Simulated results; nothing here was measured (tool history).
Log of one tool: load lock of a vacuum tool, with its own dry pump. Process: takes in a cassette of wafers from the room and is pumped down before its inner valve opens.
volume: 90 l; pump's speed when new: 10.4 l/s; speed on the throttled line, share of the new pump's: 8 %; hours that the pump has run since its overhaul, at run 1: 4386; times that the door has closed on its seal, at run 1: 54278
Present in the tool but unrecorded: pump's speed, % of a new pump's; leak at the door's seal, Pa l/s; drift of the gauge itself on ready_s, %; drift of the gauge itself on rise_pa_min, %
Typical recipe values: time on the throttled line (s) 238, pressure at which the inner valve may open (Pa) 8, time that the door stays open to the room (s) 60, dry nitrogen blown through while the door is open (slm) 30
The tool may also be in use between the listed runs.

run,hour,time on the throttled line (s),pressure at which the inner valve may open (Pa),time that the door stays open to the room (s),dry nitrogen blown through while the door is open (slm),hours that the pump has run since its overhaul,times that the door has closed on its seal,"incoming humidity of the room's air, %",time from the closed door until the inner valve may open (s),rise of the pressure with all valves shut (Pa/min)
1,0,238,8,60,30,4386,54278,45,310.5,0.489
2,291,238,8,59,30,4677,55623,45.3,310.3,0.503
3,735.4,238,7,60,30,5122,57678,44.6,309.5,0.528
4,1045.3,238,7,60,30,5431,59110,42.5,313,0.562
5,1385,238,7,60,30,5771,60680,44.6,310.6,0.591
6,1681,238,13,60,30,6067,62049,44.9,304.7,0.607
7,2023.2,238,13,60,30,6409,63630,45,304.4,0.626
8,2463.7,238,13,60,30,6850,65666,46.2,310.2,0.666
9,2764.4,238,8,60,30,7151,67056,41.2,313.5,0.675
10,3066.3,238,8,60,30,7452,68452,42.3,312.6,0.692
# hour 3189.1: door's seal changed, seat wiped
11,3426.7,238,8,60,30,7811,1099,43.6,313.9,0.031
12,3878.1,238,8,60,30,8263,3185,43.9,313.7,0.033
13,4271.9,238,8,60,30,8656,5005,42,319.1,0.039
14,4733.9,238,8,60,30,9118,7141,48.6,318,0.052
15,5184.1,238,8,60,15,9569,9222,43.7,317.3,0.065
16,5651.5,238,8,60,15,10036,11382,42.1,316.1,0.071
17,6083.7,238,8,60,15,10468,13380,48,318.6,0.093
18,6512.7,238,8,60,30,10897,15363,46.6,321.2,0.099
19,6770.7,238,8,60,30,11155,16555,44.2,318.7,0.099
20,7043,175,8,60,12,11428,17814,46.7,265.3,0.116
21,7323.3,352,11,95,6,11708,19110,44.4,424,0.155
22,7542.9,225,8,60,10,11927,20125,42.6,316.2,0.137
23,7964.6,318,8,29,10,12349,22074,48.3,390.9,0.136
24,8267.3,238,8,179,30,12652,23473,45.5,326.6,0.171
25,8561.7,261,8,179,30,12946,24834,45.4,347.3,0.188
# hour 8702.7: dry pump taken out, an overhauled one fitted
26,8773.6,261,8,179,30,71,25786,44.5,322.7,0.193
27,9137.6,238,8,80,4,435,27468,44.3,300,0.211
28,9368.6,174,8,80,16,666,28536,46.1,243,0.206
29,9756.2,366,9,31,30,1054,30328,44.8,416.9,0.191
30,10157.1,135,11,67,6,1454,32181,44.8,207.5,0.24
31,10542.4,135,14,27,6,1840,33962,47,205.7,0.239
32,10837.2,298,11,61,9,2135,35324,43.7,355.3,0.269
33,11110.7,298,11,61,9,2408,36589,48.6,356.8,0.279
34,11448.7,238,8,60,23,2746,38151,45.1,306,0.278
35,11698.1,163,13,60,30,2995,39304,47.2,229.5,0.284
36,12194,238,8,60,6,3491,41596,44.5,303.6,0.334
37,12417.6,420,7,233,9,3715,42630,45.8,473.8,0.419

Pick out some run-to-run changes in time from the closed door until the inner valve may open (s). Of each, how much would a tool without hidden state show as well, from the settings, what came in and chance, and how much is left for the hidden state and any gauge scatter not in both results compared?
Run 20 -> 21: time on the throttled line (s) 175 -> 352, pressure at which the inner valve may open (Pa) 8 -> 11, time that the door stays open to the room (s) 60 -> 95, dry nitrogen blown through while the door is open (slm) 12 -> 6. time from the closed door until the inner valve may open (s) +158.7: hidden state -4.8, all else +163.5.
Run 21 -> 22: time on the throttled line (s) 352 -> 225, pressure at which the inner valve may open (Pa) 11 -> 8, time that the door stays open to the room (s) 95 -> 60, dry nitrogen blown through while the door is open (slm) 6 -> 10. time from the closed door until the inner valve may open (s) -107.8: hidden state +4.7, all else -112.5.
Run 25 -> 26: dry pump taken out, an overhauled one fitted. time from the closed door until the inner valve may open (s) -24.6: hidden state -23.2, all else -1.4.
Run 28 -> 29: time on the throttled line (s) 174 -> 366, pressure at which the inner valve may open (Pa) 8 -> 9, time that the door stays open to the room (s) 80 -> 31, dry nitrogen blown through while the door is open (slm) 16 -> 30. time from the closed door until the inner valve may open (s) +173.9: hidden state +0.3, all else +173.6.
Run 29 -> 30: time on the throttled line (s) 366 -> 135, pressure at which the inner valve may open (Pa) 9 -> 11, time that the door stays open to the room (s) 31 -> 67, dry nitrogen blown through while the door is open (slm) 30 -> 6. time from the closed door until the inner valve may open (s) -209.4: hidden state +0.8, all else -210.2.
Run 36 -> 37: time on the throttled line (s) 238 -> 420, pressure at which the inner valve may open (Pa) 8 -> 7, time that the door stays open to the room (s) 60 -> 233, dry nitrogen blown through while the door is open (slm) 6 -> 9. time from the closed door until the inner valve may open (s) +170.2: hidden state -0.5, all else +170.7.

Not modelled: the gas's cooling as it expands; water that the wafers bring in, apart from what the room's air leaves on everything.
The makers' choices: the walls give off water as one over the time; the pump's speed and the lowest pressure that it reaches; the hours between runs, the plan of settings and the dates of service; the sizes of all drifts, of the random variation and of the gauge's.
